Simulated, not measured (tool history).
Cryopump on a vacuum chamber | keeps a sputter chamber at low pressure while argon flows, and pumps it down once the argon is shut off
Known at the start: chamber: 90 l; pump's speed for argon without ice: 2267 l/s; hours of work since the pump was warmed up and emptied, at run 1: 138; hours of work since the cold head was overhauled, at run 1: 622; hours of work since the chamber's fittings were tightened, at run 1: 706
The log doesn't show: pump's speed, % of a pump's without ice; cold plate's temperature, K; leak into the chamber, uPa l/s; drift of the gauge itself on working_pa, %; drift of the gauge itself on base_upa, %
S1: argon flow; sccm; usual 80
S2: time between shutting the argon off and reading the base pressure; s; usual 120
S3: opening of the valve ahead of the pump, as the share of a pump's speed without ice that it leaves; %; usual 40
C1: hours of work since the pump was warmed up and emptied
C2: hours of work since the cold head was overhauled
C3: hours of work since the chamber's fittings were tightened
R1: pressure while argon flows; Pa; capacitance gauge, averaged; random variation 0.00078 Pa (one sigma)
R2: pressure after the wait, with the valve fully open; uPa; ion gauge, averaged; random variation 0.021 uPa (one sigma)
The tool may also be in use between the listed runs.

run    hour   S1   S2  S3   C1    C2    C3      R1    R2
  1       0   80  120  40  138   622   706  0.1543  0.55
  2      95   80  120  40  197   681   765   0.157  0.58
  3   169.9   80  120  40  244   727   812  0.1608  0.54
  4     253   80  120  40  295   779   863  0.1655  0.61
  5   310.2   80   46  40  331   814   899  0.1666  1.07
  6   381.5   80   25  40  375   859   943  0.1691  1.72
  7   478.7   80  120  40  435   919  1003  0.1753  0.63
      556.5  -- pump warmed up, emptied and cooled again
  8     566   80  120  40    6   970  1055    0.15  0.56
  9   657.4   80  120  35   63  1027  1111   0.174  0.57
 10   741.3   80  120  35  115  1079  1163  0.1753  0.56
 11   798.8   80   21  35  150  1115  1199  0.1771     2
 12   858.1   80  120  15  187  1151  1236  0.4063  0.63
 13     935   80  120  20  235  1199  1284   0.311  0.59
 14  1012.2  100   34  20  283  1247  1332   0.395  1.41
 15  1064.2  100   34  20  315  1279  1364  0.3924  1.41
 16  1154.1  100   34  20  371  1335  1420  0.4011  1.45
 17  1204.8  100   34  20  403  1367  1451  0.4049  1.44
 18  1292.7   49   31  40  457  1421  1506  0.1108  1.55
     1336.6  -- pump warmed up, emptied and cooled again
 19  1387.5   74   27  40   32  1477  1562  0.1399  1.58
 20  1442.1  144   35  40   66  1511  1595  0.2756  1.33
 21  1530.2   80   22  17  120  1566  1650  0.3562  1.94
 22  1581.9   80   22  17  152  1598  1682   0.357     2

Forecast run 23:
 23  1680  80  22  17  213  1659  1743   ?   ?

{"run 23": {"R1": 0.3615, "R2": 2}}
Without the tool's hidden state the same run would have given R1 0.3498 Pa, R2 1.75 uPa.
